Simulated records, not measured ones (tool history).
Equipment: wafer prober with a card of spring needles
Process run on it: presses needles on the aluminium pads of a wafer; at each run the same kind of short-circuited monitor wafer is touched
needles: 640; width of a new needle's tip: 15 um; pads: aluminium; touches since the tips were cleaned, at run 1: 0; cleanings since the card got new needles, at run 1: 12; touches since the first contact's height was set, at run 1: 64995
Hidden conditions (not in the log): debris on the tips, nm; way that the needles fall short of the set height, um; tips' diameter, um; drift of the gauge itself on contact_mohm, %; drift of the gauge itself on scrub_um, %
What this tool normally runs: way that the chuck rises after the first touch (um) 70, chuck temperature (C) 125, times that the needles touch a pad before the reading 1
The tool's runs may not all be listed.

run   hour  way that the chuck rises after the first touch (um)  chuck temperature (C)  times that the needles touch a pad before the reading  touches since the tips were cleaned  cleanings since the card got new needles  touches since the first contact's height was set  resistance of one needle with its contact and lead (mohm)  way that a needle slides on the pad (um)
  1    0.0                                                   70                    125                                                      1                                    0                                        12                                             64995                                                        244                                     11.09
       7.0  -- tips cleaned on abrasive film
      13.9  -- tips cleaned on abrasive film
      22.6  -- tips cleaned on abrasive film
  2   29.3                                                   84                    125                                                      1                                 4248                                        15                                             83391                                                        299                                     13.30
      31.1  -- tips cleaned on abrasive film
      39.8  -- tips cleaned on abrasive film
      48.5  -- tips cleaned on abrasive film
      55.5  -- tips cleaned on abrasive film
      64.1  -- tips cleaned on abrasive film
      72.8  -- tips cleaned on abrasive film
  3   73.6                                                   78                    125                                                      1                                  532                                        21                                            111130                                                        266                                     12.31
      80.6  -- tips cleaned on abrasive film
      87.6  -- tips cleaned on abrasive film
      96.3  -- tips cleaned on abrasive film
     104.9  -- tips cleaned on abrasive film
     107.0  -- height of the first contact set anew
  4  111.7                                                   53                    125                                                      1                                 4093                                        25                                              3005                                                        381                                      8.47
     113.5  -- tips cleaned on abrasive film
     120.5  -- tips cleaned on abrasive film
     129.2  -- tips cleaned on abrasive film
     137.8  -- tips cleaned on abrasive film
  5  140.7                                                   53                    125                                                      1                                 1838                                        29                                             21168                                                        340                                      8.43
     146.0  -- tips cleaned on abrasive film
     152.9  -- tips cleaned on abrasive film
     161.6  -- tips cleaned on abrasive film
  6  164.3                                                   53                    125                                                      1                                 1725                                        32                                             35951                                                        344                                      8.41
     169.6  -- tips cleaned on abrasive film
     178.3  -- tips cleaned on abrasive film
  7  183.7                                                   53                    125                                                      1                                 3436                                        34                                             48094                                                        385                                      8.40
     185.5  -- tips cleaned on abrasive film
     194.2  -- tips cleaned on abrasive film
     202.9  -- tips cleaned on abrasive film
  8  209.3                                                   53                    125                                                      1                                 4080                                        37                                             64147                                                        384                                      8.38
     211.1  -- tips cleaned on abrasive film
     219.8  -- tips cleaned on abrasive film
     228.5  -- tips cleaned on abrasive film
  9  232.8                                                   53                    125                                                      1                                 2764                                        40                                             78882                                                        371                                      8.36
     236.4  -- tips cleaned on abrasive film
     245.1  -- tips cleaned on abrasive film
     252.0  -- tips cleaned on abrasive film
     260.0  -- tips cleaned on abrasive film
 10  260.0                                                   70                     81                                                      3                                    0                                        44                                             95823                                                        233                                     11.04
     268.6  -- tips cleaned on abrasive film
     277.3  -- tips cleaned on abrasive film
     284.3  -- tips cleaned on abrasive film
     293.0  -- tips cleaned on abrasive film
     301.6  -- tips cleaned on abrasive film
 11  303.7                                                   77                    103                                                      2                                 1281                                        49                                            123222                                                        265                                     12.12
     308.9  -- tips cleaned on abrasive film
     317.6  -- tips cleaned on abrasive film
     317.9  -- height of the first contact set anew
 12  323.8                                                   74                     69                                                      2                                 3745                                        51                                              3745                                                        277                                     11.82
     325.6  -- tips cleaned on abrasive film
     334.3  -- tips cleaned on abrasive film
     343.0  -- tips cleaned on abrasive film
     351.7  -- tips cleaned on abrasive film
 13  353.1                                                   74                     69                                                      1                                  914                                        55                                             22073                                                        269                                     11.78
     360.1  -- tips cleaned on abrasive film
     368.7  -- tips cleaned on abrasive film
     375.7  -- tips cleaned on abrasive film
     384.4  -- tips cleaned on abrasive film
 14  387.6                                                   74                     69                                                      1                                 2010                                        59                                             43671                                                        294                                     11.78

Alternative continuations, all from the tool just after run 14; predict every row:
     392.8  -- tips cleaned on abrasive film
     399.8  -- tips cleaned on abrasive film
     408.5  -- tips cleaned on abrasive film
     417.1  -- tips cleaned on abrasive film
     425.8  -- tips cleaned on abrasive film
     434.0  -- tips cleaned on abrasive film
  A  434.0                                                   87                     30                                                      3                                    0                                        65                                             72718                                                          ?                                         ?
     392.8  -- tips cleaned on abrasive film
     399.8  -- tips cleaned on abrasive film
     408.5  -- tips cleaned on abrasive film
     417.1  -- tips cleaned on abrasive film
     425.8  -- tips cleaned on abrasive film
     434.0  -- tips cleaned on abrasive film
  B  434.0                                                   52                     74                                                      1                                    0                                        65                                             72718                                                          ?                                         ?
     392.8  -- tips cleaned on abrasive film
     399.8  -- tips cleaned on abrasive film
     408.5  -- tips cleaned on abrasive film
     417.1  -- tips cleaned on abrasive film
     425.8  -- tips cleaned on abrasive film
     434.0  -- tips cleaned on abrasive film
  C  434.0                                                   74                    105                                                      2                                    0                                        65                                             72718                                                          ?                                         ?

run  resistance of one needle with its contact and lead (mohm)  way that a needle slides on the pad (um)
  A                                                        217                                     13.79
  B                                                        255                                      8.19
  C                                                        247                                     11.72
Without the tool's unlogged condition, the same runs would have read:
run  resistance of one needle with its contact and lead (mohm)  way that a needle slides on the pad (um)
  A                                                        213                                     13.90
  B                                                        234                                      8.30
  C                                                        239                                     11.83
